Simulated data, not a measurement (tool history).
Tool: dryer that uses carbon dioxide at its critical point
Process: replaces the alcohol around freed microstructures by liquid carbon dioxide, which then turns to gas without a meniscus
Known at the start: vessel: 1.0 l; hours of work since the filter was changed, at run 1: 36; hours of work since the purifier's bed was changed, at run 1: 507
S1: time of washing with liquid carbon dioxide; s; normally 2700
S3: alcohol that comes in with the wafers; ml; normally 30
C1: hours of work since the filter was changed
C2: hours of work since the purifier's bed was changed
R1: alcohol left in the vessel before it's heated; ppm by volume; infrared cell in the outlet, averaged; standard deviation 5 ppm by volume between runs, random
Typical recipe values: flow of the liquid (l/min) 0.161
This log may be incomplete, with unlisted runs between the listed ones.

Run 1, hour 0.0: usual settings; C1 36; C2 507. Result: R1 74 ppm by volume.
Run 2, hour 20.5: usual settings; C1 44; C2 516. Result: R1 79 ppm by volume.
Run 3, hour 47.2: usual settings; C1 56; C2 527. Result: R1 86 ppm by volume.
Run 4, hour 70.4: usual settings; C1 66; C2 537. Result: R1 87 ppm by volume.
Run 5, hour 91.9: usual settings but S3 42 ml; C1 75; C2 547. Result: R1 114 ppm by volume.
Run 6, hour 112.4: usual settings but S3 94 ml; C1 84; C2 555. Result: R1 187 ppm by volume.
Run 7, hour 130.8: usual settings but S3 94 ml; C1 92; C2 563. Result: R1 180 ppm by volume.

Predict the results of run 8:
Run 8, hour 146.3: usual settings but S3 78 ml; C1 98; C2 570. Result: R1 ?.

Run 8 yielded R1 163 ppm by volume.
The same run, on a tool lacking any hidden state, would have yielded R1 97 ppm by volume.
